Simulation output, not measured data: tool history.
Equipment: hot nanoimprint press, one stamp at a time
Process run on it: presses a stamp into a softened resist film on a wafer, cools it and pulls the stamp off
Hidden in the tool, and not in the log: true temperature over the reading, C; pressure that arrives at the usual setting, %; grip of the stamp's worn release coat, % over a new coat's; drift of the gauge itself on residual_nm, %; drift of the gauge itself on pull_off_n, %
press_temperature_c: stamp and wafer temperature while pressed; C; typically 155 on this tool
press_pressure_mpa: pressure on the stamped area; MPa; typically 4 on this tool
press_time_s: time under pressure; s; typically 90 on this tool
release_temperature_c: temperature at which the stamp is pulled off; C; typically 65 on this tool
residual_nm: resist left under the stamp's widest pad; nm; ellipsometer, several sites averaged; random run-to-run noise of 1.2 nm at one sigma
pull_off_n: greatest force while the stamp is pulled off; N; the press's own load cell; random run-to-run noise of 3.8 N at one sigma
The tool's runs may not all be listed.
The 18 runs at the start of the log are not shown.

| run | day | press_temperature_c | press_pressure_mpa | press_time_s | release_temperature_c | hours of work since the thermocouple was calibrated | imprints on the stamp's release coat | hours of work since the press's seals were changed | residual_nm | pull_off_n |
|---|---|---|---|---|---|---|---|---|---|---|
| 19 | 9.696 | 145 | 2.64 | 90 | 63 | 30 | 919 | 540 | 323.6 | 215 |
| 20 | 10.362 | 155 | 4 | 90 | 54 | 40 | 983 | 550 | 171.9 | 243 |
| 21 | 11.088 | 155 | 4 | 90 | 54 | 50 | 1052 | 561 | 171.1 | 252 |
| 22 | 11.462 | 155 | 4 | 177 | 54 | 56 | 1088 | 566 | 134.5 | 264 |
|  | 11.979 | plate thermocouple calibrated, once more |
| 23 | 12.154 | 155 | 4 | 177 | 54 | 3 | 1143 | 575 | 149.3 | 256 |
| 24 | 12.783 | 155 | 5.25 | 177 | 73 | 12 | 1203 | 584 | 127.2 | 201 |
| 25 | 13.267 | 151 | 4 | 90 | 64 | 19 | 1249 | 591 | 231.8 | 233 |
| 26 | 13.942 | 145 | 5.12 | 90 | 52 | 29 | 1314 | 601 | 264.7 | 272 |
| 27 | 14.375 | 145 | 5.12 | 90 | 52 | 35 | 1356 | 607 | 265.6 | 274 |
| 28 | 15.038 | 152 | 5.68 | 65 | 73 | 45 | 1419 | 617 | 205.6 | 205 |
| 29 | 15.483 | 152 | 5.68 | 65 | 73 | 51 | 1462 | 624 | 205 | 202 |
| 30 | 16.112 | 152 | 2.43 | 89 | 56 | 61 | 1523 | 633 | 282.5 | 272 |

Branching from run 30: 4 alternative next runs. What would each branch give?
| A | 16.846 | 166 | 3.63 | 62 | 56 | 71 | 1593 | 644 | ? | ? |
| B | 16.846 | 153 | 4.35 | 97 | 65 | 71 | 1593 | 644 | ? | ? |
| C | 16.846 | 155 | 4 | 59 | 65 | 71 | 1593 | 644 | ? | ? |
| D | 16.846 | 155 | 4.99 | 80 | 65 | 71 | 1593 | 644 | ? | ? |

| run | residual_nm | pull_off_n |
|---|---|---|
| A | 144.4 | 278 |
| B | 193.1 | 236 |
| C | 218.7 | 243 |
| D | 176.1 | 228 |
Take away the tool's hidden state, keep each run's random variation, and the runs would have read:
| run | residual_nm | pull_off_n |
|---|---|---|
| A | 143.4 | 209 |
| B | 191.6 | 178 |
| C | 217.1 | 183 |
| D | 174.4 | 172 |
